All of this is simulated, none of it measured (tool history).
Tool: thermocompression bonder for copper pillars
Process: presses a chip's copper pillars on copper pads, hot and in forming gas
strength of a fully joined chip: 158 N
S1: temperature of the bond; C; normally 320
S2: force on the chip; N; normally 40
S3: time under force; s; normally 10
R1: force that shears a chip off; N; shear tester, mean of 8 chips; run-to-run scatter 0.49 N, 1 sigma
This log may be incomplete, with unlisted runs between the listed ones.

Run 1, hour 0: usual settings. Result: R1 71 N.
Run 2, hour 69.7: usual settings. Result: R1 70.3 N.
At hour 74.6: forming gas filter changed.
At hour 143.8: heater calibrated with a thermocouple chip.
Run 3, hour 146.9: usual settings. Result: R1 70.2 N.
Run 4, hour 227.1: usual settings but S2 47 N. Result: R1 82.1 N.
At hour 306.8: forming gas filter changed.
Run 5, hour 310.5: usual settings but S2 29 N. Result: R1 48.7 N.
Run 6, hour 408.9: usual settings but S3 6 s. Result: R1 58.3 N.
Run 7, hour 479.8: usual settings but S3 6 s. Result: R1 57.7 N.
At hour 533.1: forming gas filter changed.
Run 8, hour 564.9: usual settings but S1 291 C, S2 31 N, S3 12 s. Result: R1 36.5 N.
Run 9, hour 649.8: usual settings but S1 325 C, S3 15 s. Result: R1 86.1 N.
Run 10, hour 746.2: usual settings but S1 313 C. Result: R1 63.6 N.
At hour 761.6: forming gas filter changed.
Run 11, hour 808.1: usual settings but S1 315 C, S3 12 s. Result: R1 70.1 N.
Run 12, hour 872.5: usual settings but S1 318 C, S2 32 N, S3 15 s. Result: R1 63.2 N.

Forecast run 13:
Run 13, hour 944.8: usual settings but S1 303 C, S2 38 N, S3 8 s. Result: R1 ?.

{"run 13": {"R1": 46.7}}
With no hidden state in the tool, this same run would have given R1 46.7 N.
